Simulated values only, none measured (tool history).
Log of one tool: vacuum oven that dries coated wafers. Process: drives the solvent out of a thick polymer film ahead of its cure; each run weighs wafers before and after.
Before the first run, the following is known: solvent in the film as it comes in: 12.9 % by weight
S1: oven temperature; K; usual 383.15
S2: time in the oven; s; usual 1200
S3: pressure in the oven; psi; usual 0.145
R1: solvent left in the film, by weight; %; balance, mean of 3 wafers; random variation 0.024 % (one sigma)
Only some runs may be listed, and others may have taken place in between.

run   hour      S1    S2     S3    R1
  1    0.0  383.15  1200  0.145  2.40
  2   13.7  383.15  1200  0.145  2.31
  3   26.8  383.15  1200  0.390  3.36
  4   40.2  383.15  1200  0.390  3.35
  5   55.8  383.15  1200  0.390  3.30
  6   79.5  383.15  1200  0.390  3.36
  7   99.4  383.15  1200  0.390  3.33
  8  118.0  383.15  1200  0.145  2.41
  9  138.0  383.15  1200  0.145  2.36
 10  152.5  390.15  1200  0.145  1.16
 11  177.3  390.15  1200  0.145  1.14
 12  204.3  383.15  1200  0.145  2.36
 13  221.6  383.15  1200  0.145  2.37
 14  249.0  383.15  1200  0.145  2.39
 15  265.8  383.15  1200  0.145  2.40
 16  287.6  383.15  1200  0.145  2.41
 17  299.4  383.15  1200  0.145  2.39
 18  319.6  383.15  1200  0.145  2.41
 19  348.4  383.15  1200  0.145  2.34
 20  367.5  383.15  1200  0.145  2.34
 21  390.3  386.15   840  0.410  3.77
 22  416.0  386.15   840  0.410  3.74
 23  435.4  386.15  1800  0.081  0.77
 24  458.3  386.15  1800  0.081  0.79
 25  480.6  378.15  1440  0.081  2.71
 26  494.0  385.15  1320  0.155  1.79
 27  514.4  385.15  1320  0.155  1.81
 28  540.0  385.15  1320  0.155  1.79
 29  551.3  380.15  1980  0.145  1.67
 30  576.7  380.15  1980  0.145  1.75
 31  596.4  396.15  1200  0.553  1.85
 32  608.4  383.15  1260  0.293  2.87
 33  636.0  380.15  1200  0.454  4.35
 34  655.0  370.15  1200  0.454  7.11
 35  677.0  370.15  1200  0.454  7.17
 36  693.2  370.15  1200  0.454  7.12
 37  716.7  370.15  1200  0.454  7.18
 38  736.3  382.15  1200  0.260  3.07
 39  756.1  370.15  1200  0.260  6.26

Not shown: 2 entries that the log had between the listed runs. Between which runs, and how does the tool's hidden state differ before and after?
Logged between run 18 and run 19: oven's thermocouples calibrated (hour 324.1)
  true wafer temperature over the reading, C: 0.21 -> 0.26; true pressure over the reading, kPa: 0.074 -> 0.077
  measured less the result without the state, R1: -0.01 -> -0.02 %
Logged between run 20 and run 21: oven's thermocouples calibrated, once more (hour 373.0)
  true wafer temperature over the reading, C: 0.26 -> 0.07; true pressure over the reading, kPa: 0.079 -> 0.082
  measured less the result without the state, R1: -0.02 -> +0.02 %

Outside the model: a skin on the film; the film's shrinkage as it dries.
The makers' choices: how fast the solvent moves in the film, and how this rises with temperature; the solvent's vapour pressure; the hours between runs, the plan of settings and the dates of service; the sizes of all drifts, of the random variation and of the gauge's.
